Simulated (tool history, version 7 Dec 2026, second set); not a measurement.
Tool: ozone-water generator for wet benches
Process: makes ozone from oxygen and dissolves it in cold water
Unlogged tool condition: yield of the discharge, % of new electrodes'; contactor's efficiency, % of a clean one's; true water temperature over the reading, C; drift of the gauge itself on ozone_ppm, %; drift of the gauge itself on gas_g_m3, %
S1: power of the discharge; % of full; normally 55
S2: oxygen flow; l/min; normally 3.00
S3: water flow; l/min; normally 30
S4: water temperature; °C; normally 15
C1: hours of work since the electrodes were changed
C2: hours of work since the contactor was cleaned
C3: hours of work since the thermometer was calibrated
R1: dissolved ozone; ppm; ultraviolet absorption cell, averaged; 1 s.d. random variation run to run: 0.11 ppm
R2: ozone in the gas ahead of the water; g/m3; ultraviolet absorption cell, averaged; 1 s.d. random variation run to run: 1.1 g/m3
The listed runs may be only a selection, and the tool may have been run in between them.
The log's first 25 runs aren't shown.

Run 26, hour 1299.3: usual settings but S1 51 % of full, S2 2.07 l/min, S4 14 °C; C1 3569; C2 3052; C3 432. Result: R1 9.1 ppm, R2 201.1 g/m3.
Run 27, hour 1328.1: usual settings but S1 94 % of full, S3 43 l/min; C1 3594; C2 3078; C3 457. Result: R1 10.0 ppm, R2 229.4 g/m3.
Run 28, hour 1361.5: usual settings but S1 94 % of full, S3 43 l/min; C1 3624; C2 3108; C3 487. Result: R1 9.8 ppm, R2 230.5 g/m3.
Run 29, hour 1403.2: usual settings but S1 94 % of full, S3 43 l/min; C1 3661; C2 3145; C3 525. Result: R1 9.8 ppm, R2 230.3 g/m3.
Run 30, hour 1460.8: usual settings but S2 2.53 l/min, S3 31 l/min, S4 13 °C; C1 3713; C2 3196; C3 576. Result: R1 9.8 ppm, R2 187.5 g/m3.
Run 31, hour 1510.1: usual settings but S2 2.53 l/min, S3 31 l/min, S4 13 °C; C1 3757; C2 3240; C3 620. Result: R1 9.7 ppm, R2 185.8 g/m3.
Run 32, hour 1543.0: usual settings but S1 45 % of full, S2 3.51 l/min, S3 20 l/min, S4 10 °C; C1 3786; C2 3270; C3 649. Result: R1 13.9 ppm, R2 137.9 g/m3.
Run 33, hour 1612.3: usual settings but S4 11 °C; C1 3848; C2 3332; C3 711. Result: R1 10.5 ppm, R2 166.1 g/m3.
Run 34, hour 1670.7: usual settings but S1 98 % of full, S3 40 l/min, S4 12 °C; C1 3900; C2 3384; C3 763. Result: R1 10.8 ppm, R2 232.9 g/m3.

Predict each of these 3 candidate next runs independently; none follows another, all start after run 34:
Run A, hour 1733.8: usual settings but S1 70 % of full, S3 28 l/min, S4 12 °C; C1 3956; C2 3440; C3 820. Result: R1 ?, R2 ?.
Run B, hour 1733.8: usual settings but S3 21 l/min, S4 20 °C; C1 3956; C2 3440; C3 820. Result: R1 ?, R2 ?.
Run C, hour 1733.8: usual settings but S1 44 % of full, S2 2.85 l/min, S3 40 l/min, S4 14 °C; C1 3956; C2 3440; C3 820. Result: R1 ?, R2 ?.

run    R1     R2
  A  12.8  192.4
  B  12.9  165.6
  C   6.8  152.8
The same runs, with their run-to-run variation unchanged, on a tool lacking any hidden condition would have given:
run    R1     R2
  A  15.1  218.6
  B  15.0  185.0
  C   7.8  167.6

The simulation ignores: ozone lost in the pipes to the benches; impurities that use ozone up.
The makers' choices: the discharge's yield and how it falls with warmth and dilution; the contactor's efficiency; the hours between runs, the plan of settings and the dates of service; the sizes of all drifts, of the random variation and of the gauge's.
